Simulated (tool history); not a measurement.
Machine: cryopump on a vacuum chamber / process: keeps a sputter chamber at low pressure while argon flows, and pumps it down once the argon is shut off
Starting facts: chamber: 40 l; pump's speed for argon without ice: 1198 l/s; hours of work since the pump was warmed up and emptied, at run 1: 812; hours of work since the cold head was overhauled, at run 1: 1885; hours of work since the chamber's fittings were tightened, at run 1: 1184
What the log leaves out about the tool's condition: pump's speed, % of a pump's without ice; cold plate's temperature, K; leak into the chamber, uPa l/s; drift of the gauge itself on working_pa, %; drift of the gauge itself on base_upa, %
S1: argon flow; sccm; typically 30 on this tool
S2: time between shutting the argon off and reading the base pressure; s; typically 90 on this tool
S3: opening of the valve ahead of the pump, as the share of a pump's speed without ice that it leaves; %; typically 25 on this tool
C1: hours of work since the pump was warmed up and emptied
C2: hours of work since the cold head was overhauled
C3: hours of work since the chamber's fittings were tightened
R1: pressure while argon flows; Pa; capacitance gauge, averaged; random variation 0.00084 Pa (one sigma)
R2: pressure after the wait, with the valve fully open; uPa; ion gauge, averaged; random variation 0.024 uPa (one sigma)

run 1 hour=0 | S1=30 S2=90 S3=25 | C1=812 C2=1885 C3=1184 | R1=0.177 R2=1.61
run 2 hour=45.1 | S1=30 S2=90 S3=25 | C1=853 C2=1925 C3=1224 | R1=0.1794 R2=1.67
run 3 hour=71.1 | S1=30 S2=90 S3=25 | C1=876 C2=1949 C3=1248 | R1=0.1789 R2=1.66
run 4 hour=107.6 | S1=30 S2=90 S3=25 | C1=909 C2=1982 C3=1280 | R1=0.179 R2=1.78
run 5 hour=131.4 | S1=17 S2=90 S3=25 | C1=930 C2=2003 C3=1302 | R1=0.1016 R2=1.71
run 6 hour=182 | S1=17 S2=90 S3=25 | C1=976 C2=2048 C3=1347 | R1=0.1021 R2=1.75
-- hour=236.1 pump warmed up, emptied and cooled again
run 7 hour=237.9 | S1=30 S2=31 S3=25 | C1=2 C2=2094 C3=1393 | R1=0.1706 R2=2.9
run 8 hour=281.1 | S1=30 S2=31 S3=25 | C1=40 C2=2133 C3=1432 | R1=0.1702 R2=2.91
run 9 hour=316 | S1=30 S2=31 S3=25 | C1=72 C2=2164 C3=1463 | R1=0.1722 R2=2.95
run 10 hour=339.3 | S1=49 S2=90 S3=25 | C1=93 C2=2185 C3=1484 | R1=0.2813 R2=1.72
run 11 hour=374 | S1=30 S2=187 S3=25 | C1=124 C2=2216 C3=1515 | R1=0.1719 R2=1.43
run 12 hour=426.2 | S1=30 S2=187 S3=25 | C1=171 C2=2263 C3=1562 | R1=0.1716 R2=1.38
run 13 hour=464.1 | S1=30 S2=187 S3=25 | C1=205 C2=2297 C3=1596 | R1=0.1715 R2=1.41
run 14 hour=509.7 | S1=30 S2=187 S3=25 | C1=246 C2=2338 C3=1637 | R1=0.1724 R2=1.49
run 15 hour=546.6 | S1=30 S2=187 S3=25 | C1=279 C2=2371 C3=1670 | R1=0.1724 R2=1.47
run 16 hour=574.2 | S1=30 S2=187 S3=25 | C1=304 C2=2396 C3=1695 | R1=0.1736 R2=1.49
run 17 hour=610.7 | S1=30 S2=187 S3=25 | C1=337 C2=2429 C3=1728 | R1=0.1728 R2=1.49
run 18 hour=660.1 | S1=24 S2=187 S3=23 | C1=381 C2=2473 C3=1772 | R1=0.1503 R2=1.55
run 19 hour=697.9 | S1=23 S2=29 S3=19 | C1=415 C2=2507 C3=1806 | R1=0.1742 R2=3.33
run 20 hour=743.2 | S1=18 S2=236 S3=25 | C1=456 C2=2548 C3=1847 | R1=0.1049 R2=1.57
run 21 hour=786.5 | S1=18 S2=236 S3=25 | C1=494 C2=2587 C3=1886 | R1=0.1033 R2=1.56
run 22 hour=832.9 | S1=16 S2=67 S3=25 | C1=536 C2=2629 C3=1927 | R1=0.0935 R2=2.32
run 23 hour=879.1 | S1=16 S2=67 S3=25 | C1=578 C2=2670 C3=1969 | R1=0.0955 R2=2.33
run 24 hour=931.5 | S1=30 S2=90 S3=24 | C1=625 C2=2717 C3=2016 | R1=0.1825 R2=2.06
run 25 hour=967.5 | S1=30 S2=90 S3=24 | C1=657 C2=2750 C3=2048 | R1=0.1846 R2=2.13
run 26 hour=1015.3 | S1=30 S2=90 S3=24 | C1=700 C2=2793 C3=2091 | R1=0.1834 R2=2.14
run 27 hour=1039.1 | S1=49 S2=66 S3=42 | C1=721 C2=2814 C3=2113 | R1=0.1787 R2=2.35
run 28 hour=1061.7 | S1=15 S2=21 S3=25 | C1=742 C2=2834 C3=2133 | R1=0.0885 R2=4.3
run 29 hour=1093.2 | S1=16 S2=44 S3=21 | C1=770 C2=2862 C3=2161 | R1=0.1123 R2=2.89
run 30 hour=1130.1 | S1=16 S2=44 S3=21 | C1=803 C2=2896 C3=2194 | R1=0.1119 R2=2.85
run 31 hour=1164.8 | S1=16 S2=44 S3=21 | C1=834 C2=2927 C3=2226 | R1=0.1119 R2=2.93
run 32 hour=1201.8 | S1=33 S2=44 S3=21 | C1=868 C2=2960 C3=2259 | R1=0.2323 R2=3
run 33 hour=1239.2 | S1=25 S2=90 S3=32 | C1=901 C2=2994 C3=2292 | R1=0.1174 R2=2.27

What differs in the tool's unlogged condition from the final listed run ahead of each entry between runs to the first listed run following it?
Between runs 6 and 7: pump warmed up, emptied and cooled again (hour 236.1)
  pump's speed, % of a pump's without ice: 81 -> 99.8; cold plate's temperature, K: 12.85 -> 12.86; leak into the chamber, uPa l/s: 1068 -> 1094
  what was measured, less what the result would be without the hidden state, R1: +0.0061 -> +0.0008 Pa; R2: +0.86 -> +0.68 uPa
